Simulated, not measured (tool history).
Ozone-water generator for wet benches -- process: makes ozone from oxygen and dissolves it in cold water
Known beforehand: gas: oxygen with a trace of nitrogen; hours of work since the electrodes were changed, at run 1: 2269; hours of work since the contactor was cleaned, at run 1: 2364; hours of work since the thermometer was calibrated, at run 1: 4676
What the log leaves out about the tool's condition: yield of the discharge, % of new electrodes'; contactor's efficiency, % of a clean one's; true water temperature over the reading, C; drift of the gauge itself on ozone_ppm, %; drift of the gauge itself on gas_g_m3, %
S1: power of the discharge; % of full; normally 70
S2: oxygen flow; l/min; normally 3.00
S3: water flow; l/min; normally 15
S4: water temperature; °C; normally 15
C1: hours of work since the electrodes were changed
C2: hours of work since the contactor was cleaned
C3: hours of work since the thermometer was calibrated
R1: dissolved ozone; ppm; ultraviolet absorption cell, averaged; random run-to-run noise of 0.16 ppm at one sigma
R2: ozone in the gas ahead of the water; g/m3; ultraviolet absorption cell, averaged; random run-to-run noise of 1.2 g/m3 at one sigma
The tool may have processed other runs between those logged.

run,hour,S1,S2,S3,S4,C1,C2,C3,R1,R2
1,0.0,70,3.00,15,15,2269,2364,4676,19.9,209.1
2,88.6,70,3.00,15,15,2329,2425,4737,20.1,209.1
3,158.5,70,3.00,15,15,2377,2473,4784,19.7,209.3
4,206.1,70,3.00,15,15,2410,2505,4817,19.8,208.4
5,288.6,70,3.00,15,15,2466,2562,4874,19.7,209.3
6,390.0,70,3.00,15,15,2536,2631,4943,19.9,207.7
7,446.5,70,3.00,15,15,2574,2670,4982,19.5,208.2
# hour 523.1: contactor cleaned
8,523.1,68,5.21,15,15,2624,0,5031,21.5,164.0
9,588.9,68,5.21,15,15,2669,45,5076,21.5,165.0
10,675.1,70,1.67,10,15,2728,104,5135,25.0,258.3
11,763.2,51,1.67,22,9,2788,164,5196,8.7,212.0
12,852.9,95,3.36,9,11,2850,226,5257,40.8,239.3
13,908.6,86,4.14,13,11,2888,264,5295,29.2,208.9

For some of the steps in R2 from one run to the next: how much would appear even if the tool had no hidden state, given the settings, what came in and random variation, and how much remains for the hidden state plus any gauge scatter that the measured result and the result without hidden state don't share?
Run 9 -> 10: S1 68 -> 70, S2 5.21 -> 1.67, S3 15 -> 10. R2 +93.3 g/m3: hidden state -1.2, all else +94.5.
